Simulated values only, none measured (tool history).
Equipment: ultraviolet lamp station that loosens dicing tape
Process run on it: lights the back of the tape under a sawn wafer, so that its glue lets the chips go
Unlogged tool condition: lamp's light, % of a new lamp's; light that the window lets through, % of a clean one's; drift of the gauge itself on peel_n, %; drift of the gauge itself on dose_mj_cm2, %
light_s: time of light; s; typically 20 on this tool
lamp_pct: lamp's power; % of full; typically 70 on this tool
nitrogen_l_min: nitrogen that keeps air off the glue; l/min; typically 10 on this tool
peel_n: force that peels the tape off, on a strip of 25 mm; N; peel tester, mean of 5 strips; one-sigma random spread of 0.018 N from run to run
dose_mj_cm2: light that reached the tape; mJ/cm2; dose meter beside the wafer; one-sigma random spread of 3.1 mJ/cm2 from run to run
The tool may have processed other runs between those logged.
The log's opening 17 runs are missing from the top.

run      day  light_s  lamp_pct  nitrogen_l_min  hours of work of the lamp  hours of work since the window was cleaned  peel_n  dose_mj_cm2
 18   42.688       20        70              10                        403                                         304   1.228          389
 19   46.675       35        70              10                        476                                         378   0.467          650
 20   49.425       20        70              10                        527                                         429   1.319          360
 21   52.167       20        70              10                        578                                         479   1.399          352
      55.638  -- lamp changed
 22   55.975       20        87               8                          6                                         549    0.77          536
      58.275  -- window cleaned of glue's vapour
 23   59.775       29        60              10                         76                                          28   0.632          564
 24   61.933       29        60              10                        116                                          67   0.652          551
 25   64.042       18        65              19                        154                                         106   1.049          362
 26   66.229       23        70              10                        195                                         147   0.816          481
 27   69.183       13        77              16                        249                                         201   1.615          293
 28   72.679       13        77              16                        314                                         265   1.633          285
 29   75.671       13        77              16                        369                                         321   1.713          276
 30   77.854       13        77              16                        409                                         361   1.671          274
 31   79.679       13        77              16                        443                                         394   1.774          266
 32   82.342       21        94              11                        492                                         444   0.721          507
 33   86.296       15        86              10                        565                                         516   1.588          324
 34   88.162       15        86              10                        599                                         551   1.675          314
      90.404  -- lamp changed
      90.425  -- window cleaned of glue's vapour
 35   91.567       14        70              11                         21                                          21   1.505          325
 36    95.05       39        70               5                         85                                          85   0.384          867
 37     97.2       19        60              11                        125                                         125   1.343          356
 38  100.917       17        98              10                        193                                         193   0.768          504
 39  104.075       19        61               3                        252                                         252   2.362          338
 40  106.858       20        83               5                        303                                         303   1.207          470

What if the next run were any one of these 4? Each begins from the tool's condition after run 40:
  A  108.592       19        70              10                        335                                         335       ?            ?
  B  108.592       17        78              13                        335                                         335       ?            ?
  C  108.592       20        76               5                        335                                         335       ?            ?
  D  108.592       17        70              17                        335                                         335       ?            ?

run  peel_n  dose_mj_cm2
  A    1.27          370
  B   1.156          372
  C   1.415          424
  D   1.268          333
Without the tool's hidden state the same runs would have given:
run  peel_n  dose_mj_cm2
  A   0.931          442
  B   0.837          444
  C   1.048          507
  D   0.927          397
